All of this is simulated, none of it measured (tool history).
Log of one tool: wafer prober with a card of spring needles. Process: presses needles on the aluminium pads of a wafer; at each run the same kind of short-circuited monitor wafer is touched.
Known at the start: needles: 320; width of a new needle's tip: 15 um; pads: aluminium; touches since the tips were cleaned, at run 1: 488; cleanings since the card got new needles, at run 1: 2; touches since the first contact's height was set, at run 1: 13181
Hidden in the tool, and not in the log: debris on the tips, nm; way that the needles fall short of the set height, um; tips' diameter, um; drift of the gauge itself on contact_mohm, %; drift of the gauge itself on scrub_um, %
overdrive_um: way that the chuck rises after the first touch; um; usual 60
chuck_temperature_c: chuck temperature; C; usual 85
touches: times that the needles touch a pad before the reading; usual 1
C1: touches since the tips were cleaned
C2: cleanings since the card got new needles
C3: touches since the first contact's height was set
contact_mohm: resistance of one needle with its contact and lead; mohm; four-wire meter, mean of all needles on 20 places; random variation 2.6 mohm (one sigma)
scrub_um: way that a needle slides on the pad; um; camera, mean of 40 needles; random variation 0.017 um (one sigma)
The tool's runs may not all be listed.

run 1 hour=0 | overdrive_um=60 chuck_temperature_c=85 touches=1 | C1=488 C2=2 C3=13181 | contact_mohm=300 scrub_um=14.24
run 2 hour=7.7 | overdrive_um=60 chuck_temperature_c=85 touches=1 | C1=2161 C2=2 C3=14854 | contact_mohm=304 scrub_um=14.24
run 3 hour=16.7 | overdrive_um=60 chuck_temperature_c=36 touches=1 | C1=4116 C2=2 C3=16809 | contact_mohm=288 scrub_um=14.24
run 4 hour=22.7 | overdrive_um=60 chuck_temperature_c=115 touches=1 | C1=5409 C2=2 C3=18102 | contact_mohm=312 scrub_um=14.25
-- hour=25.8 tips cleaned on abrasive film
run 5 hour=32 | overdrive_um=60 chuck_temperature_c=115 touches=1 | C1=1331 C2=3 C3=20101 | contact_mohm=311 scrub_um=14.25
run 6 hour=43.5 | overdrive_um=60 chuck_temperature_c=115 touches=1 | C1=3832 C2=3 C3=22602 | contact_mohm=309 scrub_um=14.23
run 7 hour=49.7 | overdrive_um=60 chuck_temperature_c=85 touches=2 | C1=5174 C2=3 C3=23944 | contact_mohm=297 scrub_um=14.25
-- hour=53.7 tips cleaned on abrasive film
run 8 hour=59.1 | overdrive_um=43 chuck_temperature_c=85 touches=1 | C1=1180 C2=4 C3=25976 | contact_mohm=308 scrub_um=10.2
run 9 hour=70.7 | overdrive_um=43 chuck_temperature_c=85 touches=1 | C1=3703 C2=4 C3=28499 | contact_mohm=310 scrub_um=10.22
run 10 hour=80.8 | overdrive_um=43 chuck_temperature_c=85 touches=1 | C1=5880 C2=4 C3=30676 | contact_mohm=310 scrub_um=10.2
-- hour=81.7 tips cleaned on abrasive film
run 11 hour=86.6 | overdrive_um=43 chuck_temperature_c=85 touches=1 | C1=1073 C2=5 C3=31927 | contact_mohm=309 scrub_um=10.22
run 12 hour=99.1 | overdrive_um=43 chuck_temperature_c=85 touches=1 | C1=3777 C2=5 C3=34631 | contact_mohm=313 scrub_um=10.21
run 13 hour=104.4 | overdrive_um=63 chuck_temperature_c=62 touches=1 | C1=4926 C2=5 C3=35780 | contact_mohm=294 scrub_um=14.96
-- hour=110.4 tips cleaned on abrasive film
run 14 hour=116.6 | overdrive_um=52 chuck_temperature_c=85 touches=2 | C1=1332 C2=6 C3=38406 | contact_mohm=303 scrub_um=12.34
run 15 hour=125 | overdrive_um=52 chuck_temperature_c=85 touches=2 | C1=3162 C2=6 C3=40236 | contact_mohm=309 scrub_um=12.33

Forecast each of these 4 alternatives for the next run:
run A hour=133.9 | overdrive_um=60 chuck_temperature_c=71 touches=1 | C1=5100 C2=6 C3=42174 | contact_mohm=? scrub_um=?
run B hour=133.9 | overdrive_um=60 chuck_temperature_c=47 touches=2 | C1=5100 C2=6 C3=42174 | contact_mohm=? scrub_um=?
run C hour=133.9 | overdrive_um=44 chuck_temperature_c=108 touches=2 | C1=5100 C2=6 C3=42174 | contact_mohm=? scrub_um=?
run D hour=133.9 | overdrive_um=76 chuck_temperature_c=55 touches=1 | C1=5100 C2=6 C3=42174 | contact_mohm=? scrub_um=?

run=A contact_mohm=296 scrub_um=14.26
run=B contact_mohm=290 scrub_um=14.22
run=C contact_mohm=319 scrub_um=10.41
run=D contact_mohm=288 scrub_um=18.01
Without the tool's hidden state the same runs would have given:
run=A contact_mohm=295 scrub_um=14.26
run=B contact_mohm=290 scrub_um=14.22
run=C contact_mohm=318 scrub_um=10.42
run=D contact_mohm=287 scrub_um=18.01
